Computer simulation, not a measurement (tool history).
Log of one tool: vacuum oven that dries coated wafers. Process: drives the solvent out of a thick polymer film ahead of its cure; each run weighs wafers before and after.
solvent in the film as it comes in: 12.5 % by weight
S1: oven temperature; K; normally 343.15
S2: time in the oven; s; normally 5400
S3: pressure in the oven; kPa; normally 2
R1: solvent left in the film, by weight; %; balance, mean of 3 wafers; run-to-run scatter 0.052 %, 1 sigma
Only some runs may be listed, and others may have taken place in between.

| run | hour | S1 | S2 | S3 | R1 |
|---|---|---|---|---|---|
| 1 | 0 | 343.15 | 5400 | 2 | 1.57 |
| 2 | 102.6 | 343.15 | 3000 | 2 | 3.08 |
| 3 | 151.4 | 335.15 | 5400 | 2 | 2.83 |
| 4 | 210.4 | 343.15 | 5400 | 2 | 1.69 |
| 5 | 309.2 | 343.15 | 5400 | 2 | 1.6 |
| 6 | 410.7 | 343.15 | 3660 | 2 | 2.55 |
| 7 | 474.2 | 343.15 | 5400 | 2 | 1.75 |
| 8 | 542.9 | 343.15 | 5400 | 2 | 1.75 |
| 9 | 600.1 | 343.15 | 5400 | 2 | 1.64 |
| 10 | 646.6 | 343.15 | 5400 | 2 | 1.8 |
| 11 | 727.3 | 343.15 | 5400 | 2 | 1.87 |
| 12 | 803.5 | 343.15 | 3240 | 2 | 2.98 |
| 13 | 850.5 | 343.15 | 9240 | 2 | 1.22 |
| 14 | 921.1 | 348.15 | 9240 | 2 | 0.98 |
|  | 931.4 | vacuum gauge cleaned of residue and calibrated |
| 15 | 1003.8 | 348.15 | 9240 | 2 | 0.92 |
| 16 | 1044.9 | 343.15 | 5400 | 2 | 1.84 |
| 17 | 1090 | 343.15 | 5400 | 2 | 1.99 |
| 18 | 1177.9 | 343.15 | 5400 | 2 | 1.95 |
|  | 1202.9 | vacuum gauge cleaned of residue and calibrated, once more |
| 19 | 1266.4 | 343.15 | 5400 | 1.2 | 1.29 |
| 20 | 1324.4 | 343.15 | 5400 | 3.03 | 1.78 |
| 21 | 1384.2 | 343.15 | 5400 | 4.7 | 2.4 |
| 22 | 1474.8 | 343.15 | 5400 | 4.7 | 2.38 |
|  | 1546.7 | oven's thermocouples calibrated |
| 23 | 1547.5 | 343.15 | 5400 | 4.7 | 2.2 |
| 24 | 1641.5 | 343.15 | 7620 | 1.99 | 0.99 |
| 25 | 1735.2 | 343.15 | 6720 | 1.92 | 1.1 |
| 26 | 1794.5 | 343.15 | 6720 | 1.92 | 1.07 |
| 27 | 1840.5 | 343.15 | 6720 | 1.92 | 1.05 |
| 28 | 1907.9 | 343.15 | 5400 | 7.87 | 3.36 |
| 29 | 1981.8 | 341.15 | 8340 | 1.34 | 0.72 |

Predict the results of run 30:
| 30 | 2027.5 | 337.15 | 9360 | 1.31 | ? |

For run 30 the tool returned R1 0.91 %.
With the hidden condition absent and the run-to-run variation left alone, this run would have shown R1 0.74 %.
